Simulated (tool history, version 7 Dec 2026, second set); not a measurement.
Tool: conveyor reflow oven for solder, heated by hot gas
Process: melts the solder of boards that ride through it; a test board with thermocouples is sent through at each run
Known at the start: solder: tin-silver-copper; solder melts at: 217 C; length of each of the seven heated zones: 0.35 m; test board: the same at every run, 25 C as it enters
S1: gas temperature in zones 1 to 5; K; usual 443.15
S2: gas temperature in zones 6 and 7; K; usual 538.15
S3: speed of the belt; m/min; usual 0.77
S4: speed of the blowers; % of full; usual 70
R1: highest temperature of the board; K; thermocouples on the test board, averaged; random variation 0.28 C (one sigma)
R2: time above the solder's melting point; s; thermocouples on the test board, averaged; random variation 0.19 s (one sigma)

| run | hour | S1 | S2 | S3 | S4 | R1 | R2 |
|---|---|---|---|---|---|---|---|
| 1 | 0 | 443.15 | 538.15 | 0.77 | 70 | 515.55 | 33 |
| 2 | 9.6 | 443.15 | 538.15 | 0.77 | 70 | 515.65 | 33 |
| 3 | 21 | 443.15 | 538.15 | 0.77 | 70 | 515.25 | 33 |
| 4 | 30 | 443.15 | 538.15 | 0.77 | 70 | 515.35 | 32.9 |
| 5 | 40.1 | 443.15 | 538.15 | 0.77 | 70 | 515.05 | 32.8 |
| 6 | 49.9 | 443.15 | 538.15 | 0.787 | 70 | 514.45 | 31.2 |
| 7 | 55.9 | 443.15 | 538.15 | 0.77 | 70 | 515.45 | 33 |
| 8 | 61 | 443.15 | 538.15 | 0.77 | 70 | 515.35 | 32.6 |
| 9 | 71.8 | 443.15 | 538.15 | 0.77 | 70 | 515.15 | 32.6 |
| 10 | 77.3 | 443.15 | 538.15 | 0.77 | 70 | 514.45 | 32.5 |
| 11 | 85.1 | 443.15 | 538.15 | 0.77 | 70 | 515.75 | 32.6 |
| 12 | 94.6 | 443.15 | 538.15 | 0.77 | 51 | 508.05 | 24.7 |
| 13 | 103.6 | 443.15 | 538.15 | 0.77 | 51 | 507.85 | 25 |
| 14 | 110.5 | 443.15 | 538.15 | 0.77 | 70 | 514.95 | 32.6 |
| 15 | 117.7 | 452.15 | 544.15 | 0.77 | 70 | 521.75 | 39.5 |
| 16 | 122.4 | 440.15 | 538.15 | 0.77 | 71 | 514.55 | 31.6 |
| 17 | 132.6 | 435.15 | 544.15 | 0.742 | 68 | 519.15 | 34.6 |
| 18 | 141.3 | 443.15 | 541.15 | 0.704 | 70 | 520.05 | 40.3 |
| 19 | 146 | 443.15 | 541.15 | 0.704 | 70 | 520.25 | 40.2 |
| 20 | 156.2 | 443.15 | 538.15 | 0.77 | 63 | 512.45 | 29.9 |
| 21 | 167.7 | 443.15 | 538.15 | 0.77 | 57 | 509.75 | 27.6 |
| 22 | 174 | 443.15 | 547.15 | 0.77 | 70 | 522.05 | 37.2 |
| 23 | 179.6 | 440.15 | 543.15 | 0.77 | 83 | 521.45 | 36.3 |
| 24 | 186.1 | 440.15 | 543.15 | 0.77 | 83 | 521.55 | 36.4 |
| 25 | 194.4 | 440.15 | 543.15 | 0.77 | 83 | 520.85 | 36.3 |
|  | 201.7 | flux residue cleaned out of gas plates and filters |
| 26 | 204 | 441.15 | 538.15 | 0.79 | 68 | 516.05 | 31.9 |
| 27 | 212.3 | 441.15 | 538.15 | 0.79 | 68 | 516.35 | 32.5 |
| 28 | 218.8 | 441.15 | 538.15 | 0.878 | 51 | 504.05 | 17.6 |

3 ways to go on from here, each from the tool as it stands after run 28. What would each give?
| A | 229.4 | 457.15 | 538.15 | 0.77 | 72 | ? | ? |
| B | 229.4 | 455.15 | 538.15 | 0.829 | 51 | ? | ? |
| C | 229.4 | 445.15 | 533.15 | 0.878 | 67 | ? | ? |

| run | R1 | R2 |
|---|---|---|
| A | 520.95 | 41.2 |
| B | 510.55 | 28.2 |
| C | 508.15 | 23.5 |
Without the tool's hidden state the same runs would have given:
| run | R1 | R2 |
|---|---|---|
| A | 522.45 | 41.6 |
| B | 511.75 | 28.9 |
| C | 509.45 | 24.4 |
